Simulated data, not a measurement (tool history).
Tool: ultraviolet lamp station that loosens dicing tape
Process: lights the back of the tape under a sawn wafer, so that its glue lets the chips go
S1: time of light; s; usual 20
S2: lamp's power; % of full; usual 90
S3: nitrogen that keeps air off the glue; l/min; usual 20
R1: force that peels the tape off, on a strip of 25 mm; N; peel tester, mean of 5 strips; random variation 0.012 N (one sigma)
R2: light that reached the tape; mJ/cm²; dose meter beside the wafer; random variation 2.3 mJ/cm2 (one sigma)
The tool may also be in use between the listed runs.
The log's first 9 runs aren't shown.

Run 10, day 9.992: usual settings but S2 67 % of full. Result: R1 0.819 N, R2 169 mJ/cm².
Run 11, day 10.838: usual settings but S2 67 % of full. Result: R1 0.857 N, R2 170 mJ/cm².
Run 12, day 12.179: usual settings but S2 67 % of full. Result: R1 0.815 N, R2 165 mJ/cm².
Run 13, day 12.867: usual settings. Result: R1 0.505 N, R2 227 mJ/cm².
Run 14, day 13.575: usual settings. Result: R1 0.516 N, R2 224 mJ/cm².
Run 15, day 14.567: usual settings. Result: R1 0.526 N, R2 222 mJ/cm².
Run 16, day 15.388: usual settings. Result: R1 0.515 N, R2 227 mJ/cm².
Run 17, day 16.204: usual settings. Result: R1 0.522 N, R2 228 mJ/cm².
Run 18, day 17.546: usual settings. Result: R1 0.524 N, R2 223 mJ/cm².
Run 19, day 18.829: usual settings but S1 25 s, S3 9 l/min. Result: R1 0.587 N, R2 285 mJ/cm².
Run 20, day 19.867: usual settings but S1 13 s, S3 17 l/min. Result: R1 1.043 N, R2 150 mJ/cm².
Run 21, day 20.633: usual settings but S1 13 s, S3 17 l/min. Result: R1 1.12 N, R2 148 mJ/cm².
Run 22, day 21.721: usual settings but S1 10 s, S2 96 % of full, S3 6 l/min. Result: R1 1.971 N, R2 125 mJ/cm².
Run 23, day 22.504: usual settings but S1 10 s, S2 63 % of full, S3 6 l/min. Result: R1 2.598 N, R2 76 mJ/cm².
Run 24, day 23.612: usual settings but S1 10 s, S2 63 % of full, S3 6 l/min. Result: R1 2.547 N, R2 81 mJ/cm².
Run 25, day 24.779: usual settings but S1 10 s, S2 63 % of full, S3 6 l/min. Result: R1 2.567 N, R2 81 mJ/cm².
At day 25.35: window cleaned of glue's vapour.
Run 26, day 26.138: usual settings but S1 35 s, S2 82 % of full. Result: R1 0.275 N, R2 365 mJ/cm².
Run 27, day 27.442: usual settings but S1 11 s. Result: R1 1.267 N, R2 126 mJ/cm².
Run 28, day 28.233: usual settings but S1 11 s. Result: R1 1.275 N, R2 126 mJ/cm².
Run 29, day 28.833: usual settings but S1 12 s, S2 98 % of full, S3 34 l/min. Result: R1 0.801 N, R2 149 mJ/cm².
Run 30, day 29.646: usual settings but S1 12 s, S2 98 % of full, S3 34 l/min. Result: R1 0.781 N, R2 150 mJ/cm².
Run 31, day 30.35: usual settings but S1 18 s, S2 72 % of full, S3 29 l/min. Result: R1 0.735 N, R2 163 mJ/cm².
Run 32, day 31.542: usual settings but S1 37 s, S3 8 l/min. Result: R1 0.346 N, R2 420 mJ/cm².
Run 33, day 32.804: usual settings but S1 35 s. Result: R1 0.252 N, R2 404 mJ/cm².

Forecast each of these 4 alternatives for the next run:
Run A, day 33.429: usual settings but S1 24 s, S2 68 % of full, S3 18 l/min. Result: R1 ?, R2 ?.
Run B, day 33.429: usual settings but S1 23 s. Result: R1 ?, R2 ?.
Run C, day 33.429: usual settings but S1 13 s, S2 62 % of full, S3 13 l/min. Result: R1 ?, R2 ?.
Run D, day 33.429: usual settings but S1 18 s, S2 97 % of full, S3 16 l/min. Result: R1 ?, R2 ?.

run     R1   R2
  A  0.662  204
  B  0.426  262
  C  1.773   98
  D  0.639  221
Without the tool's hidden state the same runs would have given:
run     R1   R2
  A  0.659  205
  B  0.425  262
  C  1.769   98
  D  0.637  221
